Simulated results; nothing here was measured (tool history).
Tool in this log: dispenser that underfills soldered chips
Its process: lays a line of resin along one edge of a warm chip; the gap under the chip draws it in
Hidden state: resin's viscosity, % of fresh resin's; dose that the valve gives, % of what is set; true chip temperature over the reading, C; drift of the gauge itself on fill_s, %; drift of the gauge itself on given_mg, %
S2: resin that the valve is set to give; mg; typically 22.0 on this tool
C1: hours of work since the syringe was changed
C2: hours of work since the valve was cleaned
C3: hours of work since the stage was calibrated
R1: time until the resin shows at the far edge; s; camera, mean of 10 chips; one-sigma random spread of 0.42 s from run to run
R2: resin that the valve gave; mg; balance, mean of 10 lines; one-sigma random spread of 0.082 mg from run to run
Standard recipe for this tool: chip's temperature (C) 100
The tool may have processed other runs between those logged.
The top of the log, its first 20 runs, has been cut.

-- hour=67.9 dispensing valve cleaned and set on the balance
run 21 hour=70.5 | chip's_temperature_(C)=93 S2=27.2 | C1=5 C2=2 C3=148 | R1=57.2 R2=27.13
run 22 hour=74.7 | chip's_temperature_(C)=93 S2=27.2 | C1=7 C2=4 C3=151 | R1=70.0 R2=27.13
-- hour=77.3 new syringe of resin
run 23 hour=78.1 | chip's_temperature_(C)=93 S2=20.1 | C1=0 C2=6 C3=153 | R1=40.7 R2=20.05
run 24 hour=81.8 | chip's_temperature_(C)=104 S2=21.5 | C1=3 C2=9 C3=155 | R1=29.9 R2=21.39
run 25 hour=86.3 | chip's_temperature_(C)=104 S2=21.5 | C1=6 C2=12 C3=158 | R1=39.6 R2=21.46
run 26 hour=90.3 | chip's_temperature_(C)=87 S2=23.7 | C1=8 C2=14 C3=161 | R1=102.3 R2=23.64
-- hour=91.4 new syringe of resin
run 27 hour=94.2 | chip's_temperature_(C)=97 S2=19.6 | C1=2 C2=17 C3=163 | R1=38.7 R2=19.46
run 28 hour=96.6 | chip's_temperature_(C)=97 S2=19.6 | C1=3 C2=18 C3=165 | R1=43.7 R2=19.41
run 29 hour=99.6 | chip's_temperature_(C)=105 S2=26.7 | C1=5 C2=20 C3=167 | R1=34.3 R2=26.22
run 30 hour=102.9 | chip's_temperature_(C)=90 S2=20.3 | C1=7 C2=22 C3=169 | R1=85.5 R2=20.10
-- hour=105.8 new syringe of resin
run 31 hour=106.9 | chip's_temperature_(C)=90 S2=20.3 | C1=1 C2=25 C3=171 | R1=46.0 R2=20.09
run 32 hour=110.4 | chip's_temperature_(C)=98 S2=28.4 | C1=3 C2=27 C3=174 | R1=37.7 R2=27.91
run 33 hour=112.9 | chip's_temperature_(C)=89 S2=20.6 | C1=5 C2=29 C3=175 | R1=67.8 R2=20.29
run 34 hour=115.5 | chip's_temperature_(C)=96 S2=27.3 | C1=6 C2=30 C3=177 | R1=54.7 R2=26.81
run 35 hour=117.8 | chip's_temperature_(C)=110 S2=21.3 | C1=8 C2=32 C3=178 | R1=35.2 R2=21.02

What if the next run were any one of these 3? Each begins from the tool's condition after run 35:
-- hour=120.2 new syringe of resin
run A hour=121.2 | chip's_temperature_(C)=95 S2=22.0 | C1=1 C2=34 C3=180 | R1=? R2=?
-- hour=120.2 new syringe of resin
run B hour=121.2 | chip's_temperature_(C)=91 S2=20.0 | C1=1 C2=34 C3=180 | R1=? R2=?
-- hour=120.2 new syringe of resin
run C hour=121.2 | chip's_temperature_(C)=85 S2=21.3 | C1=1 C2=34 C3=180 | R1=? R2=?

run=A R1=37.3 R2=21.67
run=B R1=45.6 R2=19.45
run=C R1=57.2 R2=20.92
Stripped of hidden state, with their random variation kept, the same runs would have yielded:
run=A R1=37.2 R2=22.05
run=B R1=45.4 R2=19.79
run=C R1=57.2 R2=21.28
